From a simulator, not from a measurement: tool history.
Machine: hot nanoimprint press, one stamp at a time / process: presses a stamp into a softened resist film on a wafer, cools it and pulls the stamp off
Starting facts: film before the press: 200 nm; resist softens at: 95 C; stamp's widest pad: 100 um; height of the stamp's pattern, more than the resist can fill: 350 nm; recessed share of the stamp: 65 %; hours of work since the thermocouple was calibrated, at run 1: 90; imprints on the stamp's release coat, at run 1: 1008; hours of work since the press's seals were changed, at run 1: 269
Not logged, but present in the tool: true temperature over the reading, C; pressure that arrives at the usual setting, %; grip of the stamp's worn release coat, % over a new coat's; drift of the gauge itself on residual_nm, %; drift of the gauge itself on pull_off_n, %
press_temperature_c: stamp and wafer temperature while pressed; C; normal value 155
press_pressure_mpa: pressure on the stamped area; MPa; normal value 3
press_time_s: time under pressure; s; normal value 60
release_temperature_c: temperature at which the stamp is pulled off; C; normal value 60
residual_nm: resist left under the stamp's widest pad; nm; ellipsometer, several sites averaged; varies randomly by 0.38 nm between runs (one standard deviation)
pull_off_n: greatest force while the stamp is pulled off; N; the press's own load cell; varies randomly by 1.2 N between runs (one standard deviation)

run    hour  press_temperature_c  press_pressure_mpa  press_time_s  release_temperature_c  hours of work since the thermocouple was calibrated  imprints on the stamp's release coat  hours of work since the press's seals were changed  residual_nm  pull_off_n
  1       0                  155                   3            60                     60                                                   90                                  1008                                                 269          111         168
  2    35.3                  155                3.74            60                     60                                                  112                                  1176                                                 291        103.6         170
       68.8  -- stamp cleaned and given a new release coat
  3    74.5                  155                3.74            60                     60                                                  133                                    28                                                 311        103.9         156
  4   116.6                  166                   3            60                     60                                                  159                                   228                                                 338         64.8         158
  5   143.2                  166                   3            60                     60                                                  176                                   355                                                 354         65.5         162
  6   191.1                  166                   3            60                     60                                                  206                                   583                                                 384         65.9         165
  7   228.9                  166                   3            60                     60                                                  230                                   763                                                 408         65.8         169
  8   255.7                  166                   3            60                     60                                                  246                                   891                                                 425         66.7         170
  9   314.3                  147                   3            60                     60                                                  283                                  1170                                                 461        156.4         172
      331.3  -- plate thermocouple calibrated
      351.7  -- stamp cleaned and given a new release coat
 10   359.9                  147                   3            60                     60                                                   14                                    38                                                 484        157.4         159
 11   416.3                  155                   3            60                     60                                                   49                                   307                                                 520        117.3         164
 12   459.2                  155                   3            60                     60                                                   76                                   512                                                 546        117.9         167
 13   492.6                  155                   3            60                     60                                                   97                                   671                                                 567        118.6         166
 14   541.4                  155                   3            60                     60                                                  128                                   904                                                 598        118.5         173
      569.4  -- plate thermocouple calibrated, once more
 15     579                  155                   3            60                     60                                                    6                                  1069                                                 620        109.8         167
 16     624                  155                   3            60                     60                                                   34                                  1283                                                 648        109.5         169
      634.2  -- stamp cleaned and given a new release coat
 17   683.3                  155                   3            85                     60                                                   67                                   234                                                 681         97.8         158
 18   734.3                  155                   3            85                     60                                                   99                                   477                                                 713         98.1         162
 19   768.4                  157                4.74            73                     58                                                  121                                   640                                                 734           79         172
 20   802.8                  157                4.74            73                     58                                                  142                                   803                                                 756         78.9         173
 21     828                  157                2.08            73                     58                                                  158                                   924                                                 772        108.7         171
 22   883.9                  155                   3            66                     61                                                  193                                  1190                                                 806          109         163
      913.5  -- stamp cleaned and given a new release coat
 23   941.3                  159                2.38            60                     60                                                  225                                   132                                                 839        101.8         159
 24  1001.5                  166                2.38            69                     60                                                  263                                   419                                                 876         68.5         163
 25  1030.5                  166                2.38            69                     60                                                  281                                   557                                                 894         68.7         165
     1050.1  -- plate thermocouple calibrated
 26  1060.2                  166                2.38            69                     60                                                    6                                   684                                                 911         67.1         162
 27  1091.7                  166                2.38            69                     60                                                   26                                   834                                                 931         67.1         166
 28    1140                  146                2.18            72                     58                                                   56                                  1065                                                 961          162         176
 29  1178.1                  146                2.18            72                     58                                                   80                                  1246                                                 985        162.9         178

What if the next run were any one of these 3? Each begins from the tool's condition after run 29:
     1199.8  -- stamp cleaned and given a new release coat
  A  1227.2                  146                2.18            72                     52                                                  107                                   131                                                1012            ?           ?
     1199.8  -- stamp cleaned and given a new release coat
  B  1227.2                  155                3.85            60                     62                                                  107                                   131                                                1012            ?           ?
     1199.8  -- stamp cleaned and given a new release coat
  C  1227.2                  160                3.58            60                     60                                                  107                                   131                                                1012            ?           ?

run  residual_nm  pull_off_n
  A        162.2         191
  B        103.7         147
  C         82.5         156
With the hidden condition removed and each run's random variation left untouched, the same runs would have given:
run  residual_nm  pull_off_n
  A          160         188
  B         99.6         145
  C         79.1         153

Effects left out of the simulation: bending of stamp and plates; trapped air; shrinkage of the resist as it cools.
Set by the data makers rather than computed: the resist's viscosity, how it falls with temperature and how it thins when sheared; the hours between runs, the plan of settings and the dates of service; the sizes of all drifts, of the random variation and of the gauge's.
